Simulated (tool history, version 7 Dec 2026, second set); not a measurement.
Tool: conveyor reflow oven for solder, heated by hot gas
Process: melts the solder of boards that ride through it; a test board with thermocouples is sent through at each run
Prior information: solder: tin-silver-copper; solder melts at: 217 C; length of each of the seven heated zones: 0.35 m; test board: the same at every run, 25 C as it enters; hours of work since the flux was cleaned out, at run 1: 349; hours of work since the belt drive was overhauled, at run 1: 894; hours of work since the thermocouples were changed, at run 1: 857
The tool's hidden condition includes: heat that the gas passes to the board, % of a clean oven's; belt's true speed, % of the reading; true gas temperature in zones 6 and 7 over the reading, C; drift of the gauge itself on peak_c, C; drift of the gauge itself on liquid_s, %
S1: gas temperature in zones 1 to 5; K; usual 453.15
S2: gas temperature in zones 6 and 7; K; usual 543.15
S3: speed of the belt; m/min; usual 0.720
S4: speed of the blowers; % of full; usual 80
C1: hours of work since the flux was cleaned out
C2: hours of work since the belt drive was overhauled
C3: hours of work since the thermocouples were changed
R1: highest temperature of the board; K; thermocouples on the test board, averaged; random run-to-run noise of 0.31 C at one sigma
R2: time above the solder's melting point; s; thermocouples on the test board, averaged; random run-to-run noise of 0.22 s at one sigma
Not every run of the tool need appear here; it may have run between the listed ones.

Run 1, hour 0.0: usual settings; C1 349; C2 894; C3 857. Result: R1 526.75 K, R2 46.0 s.
Run 2, hour 39.7: usual settings but S1 451.15 K; C1 373; C2 918; C3 880. Result: R1 526.65 K, R2 44.9 s.
At hour 79.4: flux residue cleaned out of gas plates and filters.
Run 3, hour 85.9: usual settings but S1 451.15 K; C1 4; C2 943; C3 905. Result: R1 529.45 K, R2 47.4 s.
Run 4, hour 124.3: usual settings but S1 451.15 K; C1 27; C2 966; C3 928. Result: R1 529.45 K, R2 47.2 s.
Run 5, hour 151.7: usual settings but S2 542.15 K; C1 43; C2 982; C3 944. Result: R1 528.95 K, R2 47.5 s.
At hour 159.8: belt drive overhauled, speed set with a stopwatch.
Run 6, hour 192.7: usual settings but S2 556.15 K; C1 65; C2 20; C3 966. Result: R1 540.75 K, R2 52.5 s.
Run 7, hour 222.4: usual settings but S3 0.586 m/min, S4 81 % of full; C1 83; C2 37; C3 984. Result: R1 535.15 K, R2 63.3 s.
At hour 235.4: belt drive overhauled, speed set with a stopwatch, once more.
Run 8, hour 268.4: usual settings but S1 441.15 K, S3 0.785 m/min, S4 50 % of full; C1 108; C2 20; C3 1009. Result: R1 516.65 K, R2 31.5 s.
Run 9, hour 294.5: usual settings but S1 441.15 K, S3 0.785 m/min, S4 50 % of full; C1 124; C2 35; C3 1025. Result: R1 516.85 K, R2 31.6 s.
Run 10, hour 336.0: usual settings but S3 0.777 m/min; C1 148; C2 60; C3 1050. Result: R1 526.35 K, R2 41.7 s.

What if the next run were any one of these 3? Each begins from the tool's condition after run 10:
Run A, hour 357.9: usual settings but S3 0.777 m/min, S4 88 % of full; C1 162; C2 73; C3 1063. Result: R1 ?, R2 ?.
Run B, hour 357.9: usual settings but S3 0.582 m/min; C1 162; C2 73; C3 1063. Result: R1 ?, R2 ?.
Run C, hour 357.9: usual settings but S1 456.15 K, S3 0.681 m/min; C1 162; C2 73; C3 1063. Result: R1 ?, R2 ?.

run      R1    R2
  A  527.15  42.5
  B  534.65  62.3
  C  531.15  51.5
With the hidden condition removed and each run's random variation left untouched, the same runs would have given:
run      R1    R2
  A  526.35  42.3
  B  533.25  61.8
  C  529.95  51.1

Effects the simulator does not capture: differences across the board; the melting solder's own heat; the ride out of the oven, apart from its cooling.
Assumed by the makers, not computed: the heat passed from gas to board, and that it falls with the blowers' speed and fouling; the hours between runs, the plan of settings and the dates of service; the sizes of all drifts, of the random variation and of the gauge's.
